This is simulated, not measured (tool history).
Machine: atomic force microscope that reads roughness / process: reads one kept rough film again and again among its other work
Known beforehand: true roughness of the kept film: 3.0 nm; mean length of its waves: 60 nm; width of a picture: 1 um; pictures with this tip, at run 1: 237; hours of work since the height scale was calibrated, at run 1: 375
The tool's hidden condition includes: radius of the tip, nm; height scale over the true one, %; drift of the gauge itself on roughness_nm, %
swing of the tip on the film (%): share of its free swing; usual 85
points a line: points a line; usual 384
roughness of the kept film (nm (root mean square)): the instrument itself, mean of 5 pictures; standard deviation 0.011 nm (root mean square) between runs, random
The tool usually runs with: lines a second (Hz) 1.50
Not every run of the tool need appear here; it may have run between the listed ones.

run,hour,lines a second (Hz),swing of the tip on the film (%),points a line,pictures with this tip,hours of work since the height scale was calibrated,roughness of the kept film (nm (root mean square))
1,0.0,1.50,85,384,237,375,2.329
2,10.1,1.50,85,668,261,381,2.329
3,21.3,1.50,85,384,287,389,2.311
4,30.1,1.50,85,384,307,395,2.302
# hour 37.9: new tip fitted
5,45.3,1.50,85,376,17,405,2.456
6,55.4,1.50,85,376,41,412,2.416
7,66.4,1.50,85,376,66,419,2.403
8,78.2,1.50,85,376,94,428,2.407
9,88.4,1.50,85,384,117,435,2.408
10,97.6,1.50,61,384,139,441,2.730
11,106.0,1.50,61,363,158,446,2.713
12,116.4,1.50,61,363,182,454,2.710
13,123.7,1.50,61,363,199,459,2.695
14,137.6,1.50,61,363,232,468,2.679
15,153.0,2.33,85,384,267,478,2.132
16,163.4,2.33,85,384,292,486,2.120
17,171.2,2.33,85,995,310,491,2.126
# hour 173.5: height scale calibrated on a step standard
# hour 178.9: new tip fitted
18,185.3,2.33,85,995,15,8,2.227
19,194.2,2.33,85,995,36,14,2.234
20,205.9,1.50,85,384,63,22,2.429
21,217.2,1.50,86,384,89,29,2.384
22,224.6,1.50,86,384,106,34,2.371
23,236.4,1.50,86,384,134,43,2.381
# hour 243.0: height scale calibrated on a step standard, once more
24,249.0,1.50,86,384,161,4,2.348
25,261.6,3.76,75,370,190,13,2.153
26,276.2,0.52,71,520,224,23,2.751
27,289.5,1.80,60,648,255,32,2.642
28,299.2,0.65,62,622,277,38,2.724
29,314.0,1.49,65,384,312,48,2.595
# hour 319.9: new tip fitted
30,321.1,1.49,65,384,3,53,2.758
31,330.1,0.99,64,421,24,59,2.813
32,339.3,1.25,57,376,45,65,2.824
33,350.3,1.37,85,348,71,73,2.457
34,361.1,2.69,85,348,96,80,2.103
35,374.4,1.70,85,539,127,89,2.341
36,389.6,1.70,85,539,162,100,2.325
37,401.9,1.70,85,539,191,108,2.305
38,416.3,1.70,85,539,224,118,2.297
39,427.4,1.41,85,539,250,125,2.346
40,437.3,0.98,58,1020,273,132,2.718
41,449.4,0.98,61,616,301,140,2.690
42,457.6,0.98,61,616,320,146,2.683
# hour 460.2: new tip fitted
43,469.9,1.50,60,835,23,154,2.810
44,481.8,1.50,60,835,50,162,2.788
45,494.2,1.50,74,835,79,170,2.597

Take each entry between the runs: how does the hidden state at the last listed run before it differ from the hidden state at the first listed run after it?
Between runs 4 and 5: new tip fitted (hour 37.9)
  radius of the tip, nm: 24.8 -> 6.6; height scale over the true one, %: 0.29 -> 0.3
  measured value less the no-hidden-state value, roughness of the kept film (nm (root mean square)): -0.141 -> -0.005
Between runs 17 and 18: height scale calibrated on a step standard (hour 173.5); new tip fitted (hour 178.9)
  radius of the tip, nm: 24.1 -> 6; height scale over the true one, %: 0.38 -> 0.45
  measured value less the no-hidden-state value, roughness of the kept film (nm (root mean square)): -0.123 -> +0.003
Between runs 23 and 24: height scale calibrated on a step standard, once more (hour 243.0)
  radius of the tip, nm: 13.2 -> 14.7; height scale over the true one, %: 0.48 -> 0.08
  measured value less the no-hidden-state value, roughness of the kept film (nm (root mean square)): -0.052 -> -0.072
Between runs 29 and 30: new tip fitted (hour 319.9)
  radius of the tip, nm: 23.7 -> 5.5
  measured value less the no-hidden-state value, roughness of the kept film (nm (root mean square)): -0.154 -> -0.001
Between runs 42 and 43: new tip fitted (hour 460.2)
  radius of the tip, nm: 24.8 -> 6.6
  measured value less the no-hidden-state value, roughness of the kept film (nm (root mean square)): -0.166 -> -0.008
